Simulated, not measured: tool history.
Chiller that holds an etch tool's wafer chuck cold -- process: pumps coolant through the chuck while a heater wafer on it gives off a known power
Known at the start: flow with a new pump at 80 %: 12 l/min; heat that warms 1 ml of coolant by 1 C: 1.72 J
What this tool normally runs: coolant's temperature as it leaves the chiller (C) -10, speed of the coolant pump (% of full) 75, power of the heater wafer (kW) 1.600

| run | hour | coolant's temperature as it leaves the chiller (C) | speed of the coolant pump (% of full) | power of the heater wafer (kW) | chuck's temperature once it has settled (C) | how much warmer the coolant comes back (C) |
|---|---|---|---|---|---|---|
| 1 | 0.0 | -10 | 75 | 1.600 | 2.5 | 4.92 |
| 2 | 158.0 | -10 | 69 | 1.600 | 3.3 | 5.38 |
| 3 | 349.3 | -10 | 69 | 1.600 | 3.2 | 5.37 |
|  | 508.6 | chiller's thermometer calibrated |
| 4 | 537.6 | -10 | 88 | 1.600 | 0.7 | 4.23 |
| 5 | 697.1 | -10 | 75 | 1.180 | -0.7 | 3.71 |
| 6 | 855.0 | -10 | 75 | 1.180 | -0.7 | 3.69 |
| 7 | 993.5 | -10 | 75 | 1.358 | 0.5 | 4.25 |
| 8 | 1175.9 | -10 | 75 | 1.358 | 0.5 | 4.34 |
| 9 | 1271.5 | -2 | 75 | 1.600 | 10.4 | 5.06 |
| 10 | 1386.2 | -2 | 75 | 1.600 | 10.5 | 5.03 |
| 11 | 1505.3 | -10 | 75 | 1.299 | 0.4 | 4.16 |
| 12 | 1666.5 | -10 | 75 | 1.600 | 2.4 | 5.12 |
| 13 | 1786.4 | -10 | 75 | 1.600 | 2.4 | 5.11 |
| 14 | 1924.9 | -10 | 75 | 1.600 | 2.4 | 5.13 |
| 15 | 2084.1 | -10 | 75 | 1.600 | 2.3 | 5.10 |
| 16 | 2266.2 | -10 | 63 | 1.600 | 4.5 | 6.03 |
| 17 | 2380.0 | -10 | 86 | 1.600 | 1.0 | 4.55 |
| 18 | 2511.2 | -10 | 67 | 0.967 | -1.6 | 3.55 |
| 19 | 2689.7 | -1 | 98 | 2.332 | 13.3 | 5.80 |
| 20 | 2770.8 | -1 | 98 | 2.332 | 13.4 | 5.78 |
| 21 | 2936.1 | -8 | 75 | 1.600 | 4.4 | 5.16 |
|  | 2954.6 | chiller's thermometer calibrated |
| 22 | 3120.8 | -9 | 75 | 1.600 | 3.3 | 5.19 |
| 23 | 3207.6 | -15 | 62 | 1.600 | -0.4 | 6.22 |
| 24 | 3324.3 | -15 | 62 | 1.600 | -0.2 | 6.17 |
| 25 | 3486.2 | -15 | 62 | 1.600 | -0.2 | 6.23 |
| 26 | 3668.1 | -15 | 62 | 1.600 | -0.4 | 6.22 |
| 27 | 3772.7 | -18 | 75 | 1.539 | -6.0 | 5.11 |
| 28 | 3873.7 | -18 | 75 | 1.539 | -6.2 | 5.12 |
| 29 | 4065.9 | -18 | 75 | 1.539 | -5.9 | 5.12 |
|  | 4075.4 | gauge calibrated |
| 30 | 4165.1 | -10 | 61 | 2.334 | 11.7 | 8.80 |
| 31 | 4329.6 | -12 | 70 | 1.600 | 1.2 | 5.28 |
| 32 | 4433.3 | -16 | 85 | 1.506 | -5.4 | 4.17 |
| 33 | 4600.5 | -10 | 85 | 1.545 | 0.8 | 4.28 |

Alternative continuations, all from the tool just after run 33; predict every row:
| A | 4749.0 | -16 | 73 | 1.882 | ? | ? |
| B | 4749.0 | -10 | 79 | 1.600 | ? | ? |
| C | 4749.0 | -10 | 96 | 0.860 | ? | ? |

| run | chuck's temperature once it has settled (C) | how much warmer the coolant comes back (C) |
|---|---|---|
| A | -0.9 | 6.03 |
| B | 2.1 | 4.74 |
| C | -4.5 | 2.16 |
What these runs would have given with no unlogged condition in the tool:
| run | chuck's temperature once it has settled (C) | how much warmer the coolant comes back (C) |
|---|---|---|
| A | -1.0 | 5.98 |
| B | 2.1 | 4.68 |
| C | -4.5 | 2.10 |
